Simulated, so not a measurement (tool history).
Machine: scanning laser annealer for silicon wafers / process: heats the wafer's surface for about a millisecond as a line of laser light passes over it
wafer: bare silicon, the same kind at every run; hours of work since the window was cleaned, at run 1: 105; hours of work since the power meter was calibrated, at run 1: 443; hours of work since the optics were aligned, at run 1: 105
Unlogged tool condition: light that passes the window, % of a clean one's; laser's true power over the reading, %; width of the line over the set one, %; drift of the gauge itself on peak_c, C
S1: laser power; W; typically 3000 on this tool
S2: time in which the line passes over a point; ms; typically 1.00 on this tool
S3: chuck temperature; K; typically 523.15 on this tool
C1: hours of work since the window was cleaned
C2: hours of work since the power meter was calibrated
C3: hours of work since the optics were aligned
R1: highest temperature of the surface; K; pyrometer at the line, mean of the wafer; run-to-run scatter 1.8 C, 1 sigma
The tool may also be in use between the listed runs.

run,hour,S1,S2,S3,C1,C2,C3,R1
1,0.0,3000,1.00,523.15,105,443,105,1305.15
2,12.2,3000,1.00,523.15,113,451,113,1306.15
3,33.7,3000,1.00,523.15,127,465,127,1302.15
4,46.9,3000,1.00,523.15,136,474,136,1303.15
5,73.0,3000,1.00,523.15,152,491,152,1303.15
6,85.6,3000,1.05,523.15,161,499,161,1330.15
7,111.5,3000,1.05,523.15,177,516,177,1323.15
8,132.0,3000,1.05,523.15,191,529,191,1329.15
9,160.1,3000,1.00,523.15,209,547,209,1302.15
10,176.2,3000,1.00,523.15,219,557,219,1304.15
11,203.7,3000,1.00,523.15,237,575,237,1305.15
12,221.1,3000,1.00,523.15,248,586,248,1301.15
13,244.7,3000,1.00,523.15,264,602,264,1306.15
14,266.8,3051,0.88,523.15,278,616,278,1258.15
15,292.5,3192,0.76,496.15,295,633,295,1200.15

Expected results for the next run?
16,312.8,2851,0.76,514.15,308,646,308,?

{"run 16": {"R1": 1145.15}}
The same run, on a tool lacking any hidden state, would have yielded R1 1145.15 K.
